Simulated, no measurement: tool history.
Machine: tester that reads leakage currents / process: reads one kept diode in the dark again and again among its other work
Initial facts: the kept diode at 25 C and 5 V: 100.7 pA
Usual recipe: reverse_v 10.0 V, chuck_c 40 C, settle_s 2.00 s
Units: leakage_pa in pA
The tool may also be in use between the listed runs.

run    hour  reverse_v  chuck_c  settle_s  leakage_pa
  1     0.0       10.0       40      2.00      622.31
  2   112.3       10.0       40      2.00      624.13
  3   177.6       10.0       40      0.78      629.97
  4   247.7       10.0       40      0.78      596.54
  5   314.2       10.0       40      0.78      598.56
  6   450.4       10.0       26      2.00      176.37
  7   580.2       10.0       26      2.00      178.06
  8   652.3       10.0       26      2.00      180.33
  9   792.9       10.0       31      2.00      284.23
 10   904.5       10.0       31      2.00      286.16
 11  1019.1       14.9       31      2.00      366.04
 12  1137.9       14.9       31      2.00      370.22
 13  1234.9       14.9       31      2.00      374.56
 14  1320.0       14.9       31      2.00      356.54
 15  1447.9       10.0       40      2.00      612.17
 16  1558.4       10.0       40      2.00      613.30
 17  1656.8       10.0       40      2.00      614.98
 18  1762.2       10.0       40      2.00      619.24
 19  1823.1       10.0       40      2.00      625.32
 20  1951.1       10.0       40      2.00      609.42
 21  2077.5       10.0       23      0.38      134.52
 22  2207.1        1.8       22      0.38       44.73
 23  2280.0       10.0       29      2.00      236.00
 24  2350.9       10.0       29      2.00      235.71
 25  2425.9       10.0       29      2.00      221.36
 26  2498.7        3.8       22      0.40       66.95
 27  2580.9       18.4       27      4.99      269.45
 28  2711.6       18.4       27      4.99      273.18
 29  2845.5       10.0       39      2.00      554.78
 30  2921.8       10.0       39      2.00      559.68
 31  3034.4       19.0       53      2.00     2593.55
 32  3150.0       10.0       38      2.00      518.66
 33  3282.1       10.0       38      2.00      523.73
 34  3424.3        5.8       21      2.00       84.84
 35  3563.6        5.8       21      2.00       80.80
 36  3665.0        2.3       36      1.16      178.08
 37  3753.6        1.3       40      1.26      179.96
 38  3823.0        1.3       40      1.26      179.40
 39  3961.9       10.0       41      2.00      663.15

Withheld: 5 entries from between the runs. Position of each, and hidden state at the listed run before versus the listed run after:
Logged between run 3 and run 4: chuck's temperature calibrated (hour 247.7)
  stray current of the dirty probe card, pA a volt: 0.611 -> 0.658; current scale over the true one, %: -0.98 -> -1; true chuck temperature over the reading, C: 0.73 -> 0.09
  the result without the hidden state subtracted from the measured one, leakage_pa: +37.93 -> +4.80 pA
Logged between run 13 and run 14: chuck's temperature calibrated (hour 1316.9)
  stray current of the dirty probe card, pA a volt: 1.36 -> 1.412; current scale over the true one, %: -1.32 -> -1.35; true chuck temperature over the reading, C: 0.7 -> 0.16
  the result without the hidden state subtracted from the measured one, leakage_pa: +37.17 -> +20.79 pA
Logged between run 19 and run 20: probe card cleaned and baked (hour 1916.2)
  stray current of the dirty probe card, pA a volt: 1.753 -> 0.052; current scale over the true one, %: -1.52 -> -1.56; true chuck temperature over the reading, C: 0.47 -> 0.54
  the result without the hidden state subtracted from the measured one, leakage_pa: +32.35 -> +18.84 pA
Logged between run 24 and run 25: chuck's temperature calibrated (hour 2396.7)
  stray current of the dirty probe card, pA a volt: 0.344 -> 0.396; current scale over the true one, %: -1.68 -> -1.71; true chuck temperature over the reading, C: 0.78 -> 0.1
  the result without the hidden state subtracted from the measured one, leakage_pa: +15.60 -> +1.93 pA
Logged between run 34 and run 35: chuck's temperature calibrated (hour 3463.8)
  stray current of the dirty probe card, pA a volt: 1.076 -> 1.177; current scale over the true one, %: -2.05 -> -2.1; true chuck temperature over the reading, C: 0.72 -> 0.07
  the result without the hidden state subtracted from the measured one, leakage_pa: +9.80 -> +5.54 pA

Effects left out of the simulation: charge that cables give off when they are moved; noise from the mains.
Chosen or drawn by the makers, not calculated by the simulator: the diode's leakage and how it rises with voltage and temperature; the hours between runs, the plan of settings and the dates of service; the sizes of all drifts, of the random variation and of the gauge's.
